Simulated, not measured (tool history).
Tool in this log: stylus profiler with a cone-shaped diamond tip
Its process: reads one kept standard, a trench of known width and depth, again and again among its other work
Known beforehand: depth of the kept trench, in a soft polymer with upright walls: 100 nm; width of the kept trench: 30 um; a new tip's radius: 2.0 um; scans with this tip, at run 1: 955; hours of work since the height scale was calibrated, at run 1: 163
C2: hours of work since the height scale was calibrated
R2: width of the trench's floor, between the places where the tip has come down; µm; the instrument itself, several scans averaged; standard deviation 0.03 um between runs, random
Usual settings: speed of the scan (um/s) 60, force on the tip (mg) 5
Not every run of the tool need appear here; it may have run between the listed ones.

run 1 hour=0 | speed_of_the_scan_(um/s)=60 force_on_the_tip_(mg)=5 | scans_with_this_tip=955 C2=163 | depth_of_the_trench_(nm)=102.81 R2=28.47
run 2 hour=9.5 | speed_of_the_scan_(um/s)=60 force_on_the_tip_(mg)=5 | scans_with_this_tip=985 C2=168 | depth_of_the_trench_(nm)=102.83 R2=28.48
run 3 hour=18.5 | speed_of_the_scan_(um/s)=56 force_on_the_tip_(mg)=5 | scans_with_this_tip=1012 C2=173 | depth_of_the_trench_(nm)=102.58 R2=28.49
run 4 hour=26.3 | speed_of_the_scan_(um/s)=56 force_on_the_tip_(mg)=5 | scans_with_this_tip=1036 C2=177 | depth_of_the_trench_(nm)=102.9 R2=28.51
run 5 hour=39.1 | speed_of_the_scan_(um/s)=33 force_on_the_tip_(mg)=5 | scans_with_this_tip=1076 C2=184 | depth_of_the_trench_(nm)=102.68 R2=28.63
run 6 hour=51.8 | speed_of_the_scan_(um/s)=33 force_on_the_tip_(mg)=5 | scans_with_this_tip=1115 C2=190 | depth_of_the_trench_(nm)=102.79 R2=28.59
run 7 hour=66.8 | speed_of_the_scan_(um/s)=33 force_on_the_tip_(mg)=5 | scans_with_this_tip=1161 C2=198 | depth_of_the_trench_(nm)=102.64 R2=28.54
run 8 hour=80.4 | speed_of_the_scan_(um/s)=33 force_on_the_tip_(mg)=5 | scans_with_this_tip=1203 C2=206 | depth_of_the_trench_(nm)=102.57 R2=28.56
run 9 hour=94 | speed_of_the_scan_(um/s)=33 force_on_the_tip_(mg)=5 | scans_with_this_tip=1245 C2=213 | depth_of_the_trench_(nm)=102.77 R2=28.56
run 10 hour=107.5 | speed_of_the_scan_(um/s)=33 force_on_the_tip_(mg)=5 | scans_with_this_tip=1286 C2=220 | depth_of_the_trench_(nm)=102.63 R2=28.6
run 11 hour=120.6 | speed_of_the_scan_(um/s)=33 force_on_the_tip_(mg)=5 | scans_with_this_tip=1327 C2=227 | depth_of_the_trench_(nm)=102.7 R2=28.53
run 12 hour=135.2 | speed_of_the_scan_(um/s)=33 force_on_the_tip_(mg)=5 | scans_with_this_tip=1372 C2=234 | depth_of_the_trench_(nm)=102.63 R2=28.56
run 13 hour=146 | speed_of_the_scan_(um/s)=33 force_on_the_tip_(mg)=5 | scans_with_this_tip=1405 C2=240 | depth_of_the_trench_(nm)=102.77 R2=28.57
run 14 hour=162 | speed_of_the_scan_(um/s)=35 force_on_the_tip_(mg)=5 | scans_with_this_tip=1454 C2=248 | depth_of_the_trench_(nm)=102.6 R2=28.57
run 15 hour=170.2 | speed_of_the_scan_(um/s)=35 force_on_the_tip_(mg)=5 | scans_with_this_tip=1480 C2=253 | depth_of_the_trench_(nm)=102.54 R2=28.5
run 16 hour=185.5 | speed_of_the_scan_(um/s)=35 force_on_the_tip_(mg)=5 | scans_with_this_tip=1527 C2=261 | depth_of_the_trench_(nm)=102.54 R2=28.54
run 17 hour=197 | speed_of_the_scan_(um/s)=209 force_on_the_tip_(mg)=5 | scans_with_this_tip=1562 C2=267 | depth_of_the_trench_(nm)=102.62 R2=28.12
run 18 hour=207.7 | speed_of_the_scan_(um/s)=60 force_on_the_tip_(mg)=2.68 | scans_with_this_tip=1595 C2=272 | depth_of_the_trench_(nm)=101.76 R2=28.44
run 19 hour=223.7 | speed_of_the_scan_(um/s)=60 force_on_the_tip_(mg)=2.99 | scans_with_this_tip=1644 C2=281 | depth_of_the_trench_(nm)=101.87 R2=28.41
run 20 hour=240.4 | speed_of_the_scan_(um/s)=60 force_on_the_tip_(mg)=2.99 | scans_with_this_tip=1696 C2=290 | depth_of_the_trench_(nm)=101.73 R2=28.49
run 21 hour=251.4 | speed_of_the_scan_(um/s)=60 force_on_the_tip_(mg)=2.99 | scans_with_this_tip=1730 C2=295 | depth_of_the_trench_(nm)=101.69 R2=28.46
run 22 hour=268.3 | speed_of_the_scan_(um/s)=60 force_on_the_tip_(mg)=2.99 | scans_with_this_tip=1782 C2=304 | depth_of_the_trench_(nm)=101.78 R2=28.4
run 23 hour=284.5 | speed_of_the_scan_(um/s)=60 force_on_the_tip_(mg)=2.99 | scans_with_this_tip=1832 C2=313 | depth_of_the_trench_(nm)=101.99 R2=28.42
run 24 hour=297.2 | speed_of_the_scan_(um/s)=60 force_on_the_tip_(mg)=2.99 | scans_with_this_tip=1871 C2=320 | depth_of_the_trench_(nm)=101.82 R2=28.46
run 25 hour=311.4 | speed_of_the_scan_(um/s)=30 force_on_the_tip_(mg)=4.95 | scans_with_this_tip=1914 C2=327 | depth_of_the_trench_(nm)=102.68 R2=28.56
run 26 hour=326.3 | speed_of_the_scan_(um/s)=30 force_on_the_tip_(mg)=4.95 | scans_with_this_tip=1960 C2=335 | depth_of_the_trench_(nm)=102.65 R2=28.55
run 27 hour=341.1 | speed_of_the_scan_(um/s)=30 force_on_the_tip_(mg)=4.95 | scans_with_this_tip=2006 C2=343 | depth_of_the_trench_(nm)=102.73 R2=28.54
run 28 hour=352.9 | speed_of_the_scan_(um/s)=30 force_on_the_tip_(mg)=4.95 | scans_with_this_tip=2042 C2=349 | depth_of_the_trench_(nm)=102.61 R2=28.57
run 29 hour=363.6 | speed_of_the_scan_(um/s)=30 force_on_the_tip_(mg)=4.95 | scans_with_this_tip=2075 C2=354 | depth_of_the_trench_(nm)=102.68 R2=28.55
run 30 hour=379.1 | speed_of_the_scan_(um/s)=106 force_on_the_tip_(mg)=3.02 | scans_with_this_tip=2123 C2=363 | depth_of_the_trench_(nm)=101.87 R2=28.24
run 31 hour=389.3 | speed_of_the_scan_(um/s)=106 force_on_the_tip_(mg)=3.02 | scans_with_this_tip=2154 C2=368 | depth_of_the_trench_(nm)=101.7 R2=28.26
run 32 hour=396.9 | speed_of_the_scan_(um/s)=106 force_on_the_tip_(mg)=3.02 | scans_with_this_tip=2178 C2=372 | depth_of_the_trench_(nm)=101.71 R2=28.25
run 33 hour=404.1 | speed_of_the_scan_(um/s)=40 force_on_the_tip_(mg)=11.41 | scans_with_this_tip=2200 C2=376 | depth_of_the_trench_(nm)=104.76 R2=28.5
run 34 hour=416.9 | speed_of_the_scan_(um/s)=112 force_on_the_tip_(mg)=8.33 | scans_with_this_tip=2240 C2=383 | depth_of_the_trench_(nm)=103.73 R2=28.37
run 35 hour=424.1 | speed_of_the_scan_(um/s)=35 force_on_the_tip_(mg)=4.45 | scans_with_this_tip=2262 C2=386 | depth_of_the_trench_(nm)=102.52 R2=28.46
run 36 hour=438.5 | speed_of_the_scan_(um/s)=60 force_on_the_tip_(mg)=12.38 | scans_with_this_tip=2306 C2=394 | depth_of_the_trench_(nm)=104.9 R2=28.5
run 37 hour=452.6 | speed_of_the_scan_(um/s)=60 force_on_the_tip_(mg)=12.38 | scans_with_this_tip=2349 C2=401 | depth_of_the_trench_(nm)=104.92 R2=28.51
run 38 hour=467.4 | speed_of_the_scan_(um/s)=137 force_on_the_tip_(mg)=12.95 | scans_with_this_tip=2395 C2=409 | depth_of_the_trench_(nm)=105.2 R2=28.43
run 39 hour=481.9 | speed_of_the_scan_(um/s)=35 force_on_the_tip_(mg)=5 | scans_with_this_tip=2440 C2=417 | depth_of_the_trench_(nm)=102.6 R2=28.47
run 40 hour=497.4 | speed_of_the_scan_(um/s)=69 force_on_the_tip_(mg)=5 | scans_with_this_tip=2487 C2=425 | depth_of_the_trench_(nm)=102.57 R2=28.38
run 41 hour=513.7 | speed_of_the_scan_(um/s)=146 force_on_the_tip_(mg)=5.12 | scans_with_this_tip=2538 C2=433 | depth_of_the_trench_(nm)=102.57 R2=28.19
run 42 hour=523.5 | speed_of_the_scan_(um/s)=146 force_on_the_tip_(mg)=5.12 | scans_with_this_tip=2568 C2=439 | depth_of_the_trench_(nm)=102.68 R2=28.22
run 43 hour=536 | speed_of_the_scan_(um/s)=213 force_on_the_tip_(mg)=2.06 | scans_with_this_tip=2606 C2=445 | depth_of_the_trench_(nm)=101.29 R2=27.74
run 44 hour=549.5 | speed_of_the_scan_(um/s)=213 force_on_the_tip_(mg)=2.06 | scans_with_this_tip=2648 C2=452 | depth_of_the_trench_(nm)=101.23 R2=27.7
run 45 hour=559.1 | speed_of_the_scan_(um/s)=74 force_on_the_tip_(mg)=2.66 | scans_with_this_tip=2677 C2=457 | depth_of_the_trench_(nm)=101.52 R2=28.28
run 46 hour=570.3 | speed_of_the_scan_(um/s)=74 force_on_the_tip_(mg)=2.66 | scans_with_this_tip=2712 C2=463 | depth_of_the_trench_(nm)=101.67 R2=28.37
run 47 hour=580.7 | speed_of_the_scan_(um/s)=200 force_on_the_tip_(mg)=5 | scans_with_this_tip=2744 C2=469 | depth_of_the_trench_(nm)=102.63 R2=28.03

Pick out some run-to-run changes in depth of the trench (nm). Of each, how much would a tool without hidden state show as well, from the settings, what came in and chance, and how much is left for the hidden state and any gauge scatter not in both results compared?
Hidden conditions of the tool in this case: radius of the tip, um; height scale over the true one, %; drift of the gauge itself on depth_nm, %; drift of the gauge itself on floor_um, %.
Run 5 -> 6: settings left as they were, no log entry in between. depth of the trench (nm) +0.11: hidden state -0.01, all else +0.12.
Run 32 -> 33: speed of the scan (um/s) 106 -> 40, force on the tip (mg) 3.02 -> 11.41. depth of the trench (nm) +3.05: hidden state -0.02, all else +3.07.
Run 35 -> 36: speed of the scan (um/s) 35 -> 60, force on the tip (mg) 4.45 -> 12.38. depth of the trench (nm) +2.38: hidden state +0, all else +2.38.
Run 38 -> 39: speed of the scan (um/s) 137 -> 35, force on the tip (mg) 12.95 -> 5. depth of the trench (nm) -2.6: hidden state +0, all else -2.6.
Run 44 -> 45: speed of the scan (um/s) 213 -> 74, force on the tip (mg) 2.06 -> 2.66. depth of the trench (nm) +0.29: hidden state -0.02, all else +0.31.
